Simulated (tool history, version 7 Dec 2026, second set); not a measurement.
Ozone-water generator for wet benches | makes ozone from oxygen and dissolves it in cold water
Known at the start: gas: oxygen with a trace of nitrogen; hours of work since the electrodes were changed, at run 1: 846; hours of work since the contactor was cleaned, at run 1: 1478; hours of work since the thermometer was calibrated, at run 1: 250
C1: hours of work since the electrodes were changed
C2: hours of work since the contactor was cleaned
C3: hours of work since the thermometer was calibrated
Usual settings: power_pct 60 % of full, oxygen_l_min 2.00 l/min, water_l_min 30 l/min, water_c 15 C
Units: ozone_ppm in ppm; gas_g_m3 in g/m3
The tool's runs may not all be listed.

run 1 hour=0.0 | power_pct=60 oxygen_l_min=2.00 water_l_min=30 water_c=15 | C1=846 C2=1478 C3=250 | ozone_ppm=8.7 gas_g_m3=181.8
run 2 hour=43.3 | power_pct=60 oxygen_l_min=2.00 water_l_min=30 water_c=12 | C1=874 C2=1507 C3=279 | ozone_ppm=8.8 gas_g_m3=181.3
run 3 hour=101.5 | power_pct=60 oxygen_l_min=2.00 water_l_min=30 water_c=15 | C1=913 C2=1545 C3=318 | ozone_ppm=8.8 gas_g_m3=182.3
run 4 hour=181.1 | power_pct=60 oxygen_l_min=2.00 water_l_min=26 water_c=15 | C1=966 C2=1598 C3=371 | ozone_ppm=10.1 gas_g_m3=179.9
run 5 hour=239.9 | power_pct=60 oxygen_l_min=2.00 water_l_min=30 water_c=15 | C1=1005 C2=1638 C3=410 | ozone_ppm=8.8 gas_g_m3=181.1
run 6 hour=298.6 | power_pct=60 oxygen_l_min=2.00 water_l_min=30 water_c=15 | C1=1044 C2=1677 C3=449 | ozone_ppm=8.9 gas_g_m3=180.6
run 7 hour=337.8 | power_pct=60 oxygen_l_min=1.02 water_l_min=30 water_c=15 | C1=1071 C2=1703 C3=475 | ozone_ppm=7.7 gas_g_m3=288.1
run 8 hour=390.7 | power_pct=60 oxygen_l_min=1.02 water_l_min=30 water_c=15 | C1=1106 C2=1738 C3=511 | ozone_ppm=7.8 gas_g_m3=290.4
run 9 hour=427.5 | power_pct=60 oxygen_l_min=1.44 water_l_min=30 water_c=15 | C1=1130 C2=1762 C3=535 | ozone_ppm=8.2 gas_g_m3=227.6
run 10 hour=488.4 | power_pct=60 oxygen_l_min=1.44 water_l_min=30 water_c=15 | C1=1171 C2=1803 C3=576 | ozone_ppm=8.3 gas_g_m3=229.8
run 11 hour=535.3 | power_pct=60 oxygen_l_min=2.00 water_l_min=23 water_c=15 | C1=1202 C2=1834 C3=607 | ozone_ppm=11.5 gas_g_m3=184.2
run 12 hour=579.4 | power_pct=60 oxygen_l_min=2.00 water_l_min=30 water_c=15 | C1=1231 C2=1864 C3=636 | ozone_ppm=8.7 gas_g_m3=183.1
run 13 hour=655.3 | power_pct=60 oxygen_l_min=2.00 water_l_min=30 water_c=15 | C1=1282 C2=1914 C3=687 | ozone_ppm=8.7 gas_g_m3=182.4
run 14 hour=740.0 | power_pct=60 oxygen_l_min=2.00 water_l_min=30 water_c=15 | C1=1338 C2=1971 C3=743 | ozone_ppm=8.7 gas_g_m3=183.2
run 15 hour=787.0 | power_pct=60 oxygen_l_min=2.00 water_l_min=30 water_c=15 | C1=1370 C2=2002 C3=775 | ozone_ppm=8.7 gas_g_m3=185.1
run 16 hour=826.9 | power_pct=60 oxygen_l_min=2.00 water_l_min=30 water_c=15 | C1=1396 C2=2028 C3=801 | ozone_ppm=9.0 gas_g_m3=184.4
run 17 hour=876.2 | power_pct=60 oxygen_l_min=2.00 water_l_min=30 water_c=15 | C1=1429 C2=2061 C3=834 | ozone_ppm=8.7 gas_g_m3=186.6
run 18 hour=962.1 | power_pct=60 oxygen_l_min=2.00 water_l_min=30 water_c=15 | C1=1486 C2=2118 C3=891 | ozone_ppm=8.8 gas_g_m3=184.3
run 19 hour=1012.1 | power_pct=85 oxygen_l_min=1.60 water_l_min=34 water_c=10 | C1=1519 C2=2152 C3=924 | ozone_ppm=10.3 gas_g_m3=298.8
run 20 hour=1082.1 | power_pct=85 oxygen_l_min=1.20 water_l_min=34 water_c=17 | C1=1566 C2=2198 C3=971 | ozone_ppm=9.2 gas_g_m3=362.3
run 21 hour=1132.6 | power_pct=60 oxygen_l_min=2.00 water_l_min=31 water_c=11 | C1=1600 C2=2232 C3=1005 | ozone_ppm=8.5 gas_g_m3=184.5
run 22 hour=1189.4 | power_pct=60 oxygen_l_min=2.00 water_l_min=46 water_c=9 | C1=1638 C2=2270 C3=1042 | ozone_ppm=5.5 gas_g_m3=183.6
run 23 hour=1240.1 | power_pct=60 oxygen_l_min=2.00 water_l_min=46 water_c=9 | C1=1671 C2=2304 C3=1076 | ozone_ppm=5.4 gas_g_m3=183.9
run 24 hour=1319.5 | power_pct=53 oxygen_l_min=2.00 water_l_min=30 water_c=18 | C1=1724 C2=2356 C3=1129 | ozone_ppm=7.7 gas_g_m3=164.8
run 25 hour=1390.4 | power_pct=53 oxygen_l_min=2.00 water_l_min=30 water_c=18 | C1=1771 C2=2404 C3=1176 | ozone_ppm=7.7 gas_g_m3=164.8
run 26 hour=1471.4 | power_pct=53 oxygen_l_min=2.00 water_l_min=30 water_c=18 | C1=1825 C2=2458 C3=1230 | ozone_ppm=7.5 gas_g_m3=167.1
run 27 hour=1521.0 | power_pct=60 oxygen_l_min=2.00 water_l_min=33 water_c=13 | C1=1858 C2=2491 C3=1263 | ozone_ppm=7.8 gas_g_m3=184.4
run 28 hour=1599.9 | power_pct=43 oxygen_l_min=2.00 water_l_min=19 water_c=13 | C1=1911 C2=2543 C3=1316 | ozone_ppm=10.5 gas_g_m3=136.0
run 29 hour=1660.3 | power_pct=43 oxygen_l_min=2.00 water_l_min=19 water_c=13 | C1=1951 C2=2583 C3=1356 | ozone_ppm=10.3 gas_g_m3=138.1

Some steps in gas_g_m3 between neighbouring runs. How much of each would the tool show without its hidden state too (settings, what came in, random variation), and how much is left for the hidden state, with any gauge scatter that isn't in both results?
The hidden state here: yield of the discharge, % of new electrodes'; contactor's efficiency, % of a clean one's; true water temperature over the reading, C; drift of the gauge itself on ozone_ppm, %; drift of the gauge itself on gas_g_m3, %.
Run 18 -> 19: power_pct 60 -> 85, oxygen_l_min 2.00 -> 1.60, water_l_min 30 -> 34, water_c 15 -> 10. gas_g_m3 +114.5 g/m3: hidden state +2.0, all else +112.5.
Run 20 -> 21: power_pct 85 -> 60, oxygen_l_min 1.20 -> 2.00, water_l_min 34 -> 31, water_c 17 -> 11. gas_g_m3 -177.8 g/m3: hidden state -3.0, all else -174.8.
